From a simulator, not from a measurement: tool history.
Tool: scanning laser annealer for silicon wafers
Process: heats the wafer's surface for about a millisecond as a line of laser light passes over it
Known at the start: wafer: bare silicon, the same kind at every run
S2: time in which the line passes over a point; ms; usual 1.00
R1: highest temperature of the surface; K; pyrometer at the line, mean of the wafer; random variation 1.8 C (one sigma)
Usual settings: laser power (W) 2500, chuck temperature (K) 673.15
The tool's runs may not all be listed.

{"run": 1, "day": 0.0, "laser power (W)": 2500, "S2": 1.0, "chuck temperature (K)": 673.15, "R1": 1412.15}
{"run": 2, "day": 0.383, "laser power (W)": 2500, "S2": 1.0, "chuck temperature (K)": 673.15, "R1": 1413.15}
{"run": 3, "day": 0.838, "laser power (W)": 2500, "S2": 1.0, "chuck temperature (K)": 673.15, "R1": 1414.15}
{"run": 4, "day": 1.325, "laser power (W)": 2500, "S2": 1.0, "chuck temperature (K)": 673.15, "R1": 1415.15}
{"run": 5, "day": 1.588, "laser power (W)": 2500, "S2": 1.0, "chuck temperature (K)": 673.15, "R1": 1413.15}
{"run": 6, "day": 1.829, "laser power (W)": 2500, "S2": 1.0, "chuck temperature (K)": 673.15, "R1": 1416.15}
{"run": 7, "day": 2.029, "laser power (W)": 2500, "S2": 1.0, "chuck temperature (K)": 673.15, "R1": 1415.15}
{"run": 8, "day": 2.329, "laser power (W)": 2500, "S2": 1.0, "chuck temperature (K)": 673.15, "R1": 1414.15}
{"run": 9, "day": 2.592, "laser power (W)": 2500, "S2": 1.15, "chuck temperature (K)": 673.15, "R1": 1461.15}
{"run": 10, "day": 2.792, "laser power (W)": 2500, "S2": 1.15, "chuck temperature (K)": 673.15, "R1": 1459.15}
{"run": 11, "day": 3.212, "laser power (W)": 2500, "S2": 1.21, "chuck temperature (K)": 662.15, "R1": 1468.15}

The next listed run, before its measurement:
{"run": 12, "day": 3.654, "laser power (W)": 2217, "S2": 0.71, "chuck temperature (K)": 707.15, "R1": "?"}

Run 12 gave R1 1263.15 K.
Without the tool's hidden state the same run would have given R1 1264.15 K.
